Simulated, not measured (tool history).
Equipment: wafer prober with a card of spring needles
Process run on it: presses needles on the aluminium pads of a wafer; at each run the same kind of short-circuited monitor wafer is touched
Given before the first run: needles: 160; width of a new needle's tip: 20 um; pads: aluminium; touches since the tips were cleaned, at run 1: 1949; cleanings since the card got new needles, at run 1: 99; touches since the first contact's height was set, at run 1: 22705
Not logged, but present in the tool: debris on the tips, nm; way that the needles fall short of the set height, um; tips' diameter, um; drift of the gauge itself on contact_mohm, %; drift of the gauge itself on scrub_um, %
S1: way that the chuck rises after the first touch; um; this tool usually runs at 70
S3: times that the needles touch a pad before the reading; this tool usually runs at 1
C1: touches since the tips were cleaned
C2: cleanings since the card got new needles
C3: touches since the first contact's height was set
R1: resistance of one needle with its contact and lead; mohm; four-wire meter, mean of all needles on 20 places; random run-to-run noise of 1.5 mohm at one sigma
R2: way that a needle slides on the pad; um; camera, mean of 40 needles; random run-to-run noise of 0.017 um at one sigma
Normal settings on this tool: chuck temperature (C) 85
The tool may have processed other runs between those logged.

{"run": 1, "hour": 0.0, "S1": 70, "chuck temperature (C)": 85, "S3": 1, "C1": 1949, "C2": 99, "C3": 22705, "R1": 238, "R2": 16.06}
{"hour": 8.2, "done": "tips cleaned on abrasive film"}
{"hour": 21.3, "done": "tips cleaned on abrasive film"}
{"run": 2, "hour": 28.3, "S1": 52, "chuck temperature (C)": 85, "S3": 1, "C1": 3133, "C2": 101, "C3": 35178, "R1": 393, "R2": 11.88}
{"hour": 33.9, "done": "tips cleaned on abrasive film"}
{"hour": 45.0, "done": "tips cleaned on abrasive film"}
{"run": 3, "hour": 55.9, "S1": 70, "chuck temperature (C)": 85, "S3": 1, "C1": 4809, "C2": 103, "C3": 47313, "R1": 306, "R2": 16.0}
{"hour": 58.7, "done": "tips cleaned on abrasive film"}
{"hour": 70.6, "done": "tips cleaned on abrasive film"}
{"hour": 83.5, "done": "tips cleaned on abrasive film"}
{"hour": 94.6, "done": "tips cleaned on abrasive film"}
{"hour": 94.9, "done": "height of the first contact set anew"}
{"run": 4, "hour": 101.0, "S1": 70, "chuck temperature (C)": 85, "S3": 1, "C1": 2684, "C2": 107, "C3": 2684, "R1": 271, "R2": 16.1}
{"hour": 103.5, "done": "tips cleaned on abrasive film, once more"}
{"hour": 117.2, "done": "tips cleaned on abrasive film"}
{"hour": 130.9, "done": "tips cleaned on abrasive film"}
{"run": 5, "hour": 141.6, "S1": 70, "chuck temperature (C)": 85, "S3": 1, "C1": 4760, "C2": 110, "C3": 20589, "R1": 308, "R2": 16.09}
{"hour": 144.5, "done": "tips cleaned on abrasive film"}
{"hour": 157.0, "done": "tips cleaned on abrasive film"}
{"hour": 169.4, "done": "tips cleaned on abrasive film"}
{"run": 6, "hour": 169.4, "S1": 70, "chuck temperature (C)": 85, "S3": 1, "C1": 0, "C2": 113, "C3": 32757, "R1": 165, "R2": 16.02}
{"hour": 180.5, "done": "tips cleaned on abrasive film"}
{"hour": 193.8, "done": "tips cleaned on abrasive film"}
{"run": 7, "hour": 193.8, "S1": 70, "chuck temperature (C)": 85, "S3": 1, "C1": 0, "C2": 115, "C3": 43494, "R1": 166, "R2": 16.01}
{"hour": 207.6, "done": "tips cleaned on abrasive film"}
{"hour": 221.0, "done": "tips cleaned on abrasive film"}
{"run": 8, "hour": 224.0, "S1": 70, "chuck temperature (C)": 85, "S3": 1, "C1": 1353, "C2": 117, "C3": 56839, "R1": 213, "R2": 15.99}
{"hour": 232.4, "done": "tips cleaned on abrasive film"}
{"hour": 241.0, "done": "height of the first contact set anew"}
{"hour": 243.8, "done": "tips cleaned on abrasive film"}
{"run": 9, "hour": 250.8, "S1": 70, "chuck temperature (C)": 85, "S3": 1, "C1": 3092, "C2": 119, "C3": 4313, "R1": 267, "R2": 16.09}
{"hour": 256.0, "done": "tips cleaned on abrasive film"}
{"hour": 267.1, "done": "tips cleaned on abrasive film"}
{"hour": 280.4, "done": "tips cleaned on abrasive film"}
{"run": 10, "hour": 284.9, "S1": 70, "chuck temperature (C)": 85, "S3": 1, "C1": 2025, "C2": 122, "C3": 19328, "R1": 256, "R2": 16.05}
{"hour": 293.3, "done": "tips cleaned on abrasive film"}
{"hour": 306.5, "done": "tips cleaned on abrasive film"}
{"hour": 317.6, "done": "tips cleaned on abrasive film"}
{"run": 11, "hour": 325.0, "S1": 70, "chuck temperature (C)": 52, "S3": 2, "C1": 3296, "C2": 125, "C3": 36980, "R1": 233, "R2": 16.0}
{"hour": 330.2, "done": "tips cleaned on abrasive film"}
{"hour": 342.9, "done": "tips cleaned on abrasive film"}
{"hour": 356.0, "done": "tips cleaned on abrasive film"}
{"run": 12, "hour": 360.5, "S1": 70, "chuck temperature (C)": 52, "S3": 2, "C1": 2025, "C2": 128, "C3": 52610, "R1": 206, "R2": 15.95}
{"hour": 368.4, "done": "tips cleaned on abrasive film"}
{"hour": 381.8, "done": "tips cleaned on abrasive film"}
{"run": 13, "hour": 381.8, "S1": 70, "chuck temperature (C)": 52, "S3": 2, "C1": 0, "C2": 130, "C3": 61944, "R1": 158, "R2": 15.95}
{"hour": 387.6, "done": "height of the first contact set anew"}
{"hour": 395.3, "done": "tips cleaned on abrasive film"}
{"hour": 408.5, "done": "tips cleaned on abrasive film"}
{"run": 14, "hour": 417.1, "S1": 62, "chuck temperature (C)": 38, "S3": 3, "C1": 3815, "C2": 132, "C3": 13001, "R1": 219, "R2": 14.26}
{"hour": 419.9, "done": "tips cleaned on abrasive film"}
{"hour": 432.7, "done": "tips cleaned on abrasive film"}
{"hour": 444.8, "done": "tips cleaned on abrasive film"}
{"run": 15, "hour": 444.8, "S1": 55, "chuck temperature (C)": 32, "S3": 2, "C1": 0, "C2": 135, "C3": 25149, "R1": 158, "R2": 12.61}
{"hour": 457.9, "done": "tips cleaned on abrasive film"}
{"hour": 470.6, "done": "tips cleaned on abrasive film"}
{"run": 16, "hour": 474.5, "S1": 55, "chuck temperature (C)": 32, "S3": 2, "C1": 1738, "C2": 137, "C3": 38257, "R1": 240, "R2": 12.55}
{"hour": 482.5, "done": "tips cleaned on abrasive film"}
{"hour": 496.4, "done": "tips cleaned on abrasive film"}
{"run": 17, "hour": 497.7, "S1": 51, "chuck temperature (C)": 68, "S3": 1, "C1": 578, "C2": 139, "C3": 48446, "R1": 260, "R2": 11.61}
{"hour": 507.5, "done": "tips cleaned on abrasive film"}
{"hour": 520.0, "done": "tips cleaned on abrasive film"}
{"hour": 531.1, "done": "tips cleaned on abrasive film"}
{"hour": 534.2, "done": "height of the first contact set anew"}
{"hour": 545.3, "done": "tips cleaned on abrasive film"}
{"run": 18, "hour": 546.5, "S1": 51, "chuck temperature (C)": 68, "S3": 1, "C1": 511, "C2": 143, "C3": 5396, "R1": 230, "R2": 11.73}
{"hour": 556.4, "done": "tips cleaned on abrasive film"}
{"run": 19, "hour": 566.3, "S1": 51, "chuck temperature (C)": 68, "S3": 1, "C1": 4376, "C2": 144, "C3": 14151, "R1": 448, "R2": 11.72}

Subtracting, for every run, the result it would have given without the tool's unlogged condition from the measured result gives the following. The same run-to-run variation enters both numbers; the gauge's scatter may not:
run=1 R1=+94 R2=-0.07
run=2 R1=+238 R2=-0.11
run=3 R1=+164 R2=-0.15
run=4 R1=+127 R2=+0.00
run=5 R1=+163 R2=-0.04
run=6 R1=+22 R2=-0.10
run=7 R1=+23 R2=-0.13
run=8 R1=+67 R2=-0.17
run=9 R1=+125 R2=-0.02
run=10 R1=+109 R2=-0.07
run=11 R1=+94 R2=-0.12
run=12 R1=+69 R2=-0.17
run=13 R1=+18 R2=-0.19
run=14 R1=+82 R2=-0.03
run=15 R1=+22 R2=-0.08
run=16 R1=+99 R2=-0.10
run=17 R1=+111 R2=-0.14
run=18 R1=+78 R2=-0.01
run=19 R1=+298 R2=-0.04
